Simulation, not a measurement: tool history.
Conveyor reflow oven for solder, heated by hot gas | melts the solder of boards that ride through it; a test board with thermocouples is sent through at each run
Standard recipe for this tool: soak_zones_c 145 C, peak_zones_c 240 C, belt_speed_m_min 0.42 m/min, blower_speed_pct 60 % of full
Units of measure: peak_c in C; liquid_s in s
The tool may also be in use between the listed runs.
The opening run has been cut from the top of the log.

run   hour  soak_zones_c  peak_zones_c  belt_speed_m_min  blower_speed_pct  peak_c  liquid_s
  2    7.6           136           240              0.42                60   220.8      66.2
  3   11.8           136           240              0.42                60   220.8      66.1
  4     20           136           240              0.42                71   223.9        69
  5   27.3           136           240              0.42                71   224.1      69.4
  6   33.8           136           240              0.42                71   223.8      68.9
  7   38.5           145           240             0.462                60   219.2      61.6
  8   45.5           145           240             0.462                60   218.9      61.8
  9   51.8           145           240             0.462                60   219.5      61.8
 10   60.1           145           240             0.462                60   219.3      61.6
 11   64.1           145           240             0.462                60   219.1      61.6
 12   69.9           145           240             0.462                60   219.2      61.3
 13   75.7           145           240             0.462                60   218.6      61.5
 14   84.8           145           240             0.462                60   219.2      61.7
 15   93.3           145           240             0.462                60   218.8      61.4
 16     98           145           240             0.462                60   218.8        62
 17  105.6           145           240             0.462                60     219      62.2
     112.6  -- flux residue cleaned out of gas plates and filters
 18  117.5           145           240             0.462                60     219      61.8
 19  124.4           135           240              0.38                60   223.7      76.2
 20  130.2           135           240              0.38                60     224      76.1
 21  138.4           135           240              0.38                60     224      75.7
 22  144.1           135           240              0.38                60   224.4        76
 23  149.5           135           240              0.38                77   228.5      79.7
 24  157.8           145           240              0.42                60   222.5      71.9
 25  166.9           145           252              0.42                60   233.2      77.9

Run 26, settings as shown, results not yet in. Your forecast:
 26  171.5           145           252              0.42                60       ?         ?

For run 26 the tool returned peak_c 232.9 C, liquid_s 78.5 s.
With no hidden state in the tool, this same run would have given peak_c 232.9 C, liquid_s 78.4 s.
